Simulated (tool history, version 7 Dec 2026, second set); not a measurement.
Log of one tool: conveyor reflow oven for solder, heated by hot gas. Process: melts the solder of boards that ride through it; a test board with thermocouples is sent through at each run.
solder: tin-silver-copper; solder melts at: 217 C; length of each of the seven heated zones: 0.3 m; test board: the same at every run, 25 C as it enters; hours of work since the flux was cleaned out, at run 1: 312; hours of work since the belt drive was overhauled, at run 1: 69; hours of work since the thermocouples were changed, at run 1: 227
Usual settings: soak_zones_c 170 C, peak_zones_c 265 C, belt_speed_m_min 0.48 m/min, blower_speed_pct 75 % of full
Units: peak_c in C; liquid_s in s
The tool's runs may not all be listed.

run,day,soak_zones_c,peak_zones_c,belt_speed_m_min,blower_speed_pct,hours of work since the flux was cleaned out,hours of work since the belt drive was overhauled,hours of work since the thermocouples were changed,peak_c,liquid_s
1,0,170,265,0.48,75,312,69,227,241.8,43.1
2,0.425,170,265,0.48,75,316,74,231,241.2,43.3
3,1.008,170,265,0.48,75,322,80,237,241.3,43.4
4,1.388,170,265,0.48,75,326,84,241,240.7,43.3
5,2.129,170,263,0.48,75,334,92,249,238.9,41.3
# day 2.775: flux residue cleaned out of gas plates and filters
6,2.958,170,263,0.48,75,2,99,256,243.7,46.2
7,3.442,168,265,0.48,75,7,104,261,244.9,47.3
8,4.246,168,265,0.48,85,16,112,270,246.3,49.6
9,4.754,168,265,0.48,85,21,118,275,246.1,49.1
10,5.55,168,265,0.48,85,30,126,284,246.3,49.1
11,5.921,168,265,0.48,85,33,130,287,245.8,49
12,6.342,168,265,0.48,85,38,135,292,245.6,49.3
13,7.125,172,265,0.48,75,46,143,300,245.2,48.5
14,7.733,172,265,0.48,75,53,150,307,244.9,48.2
15,8.296,157,255,0.422,51,59,156,313,232.2,33.9
16,8.796,158,253,0.406,75,64,161,318,237.4,45.9
17,9.217,165,259,0.484,79,69,165,323,238.7,39.7
18,9.9,178,271,0.58,62,76,173,330,239.9,35.4
19,10.667,181,257,0.552,69,84,181,338,234.5,33.4
20,11.112,181,257,0.552,69,89,186,343,234,32.9
21,11.65,170,257,0.577,69,95,191,349,229.5,21.7
22,12.308,169,260,0.577,69,102,198,355,230.4,23.9
23,12.867,167,265,0.488,75,108,204,361,242.3,43.6

Forecast each of these 5 alternatives for the next run:
A,13.496,175,265,0.465,75,114,211,368,?,?
B,13.496,167,272,0.488,75,114,211,368,?,?
C,13.496,167,261,0.421,86,114,211,368,?,?
D,13.496,172,276,0.395,75,114,211,368,?,?
E,13.496,167,261,0.488,75,114,211,368,?,?

run,peak_c,liquid_s
A,245.5,52.2
B,247.9,48.8
C,245.7,56.8
D,259.4,74.3
E,239.2,40.8
Without the tool's hidden state the same runs would have given:
run,peak_c,liquid_s
A,247.8,54.2
B,250.4,50.7
C,248.1,59
D,261.7,75.5
E,241.7,43.4
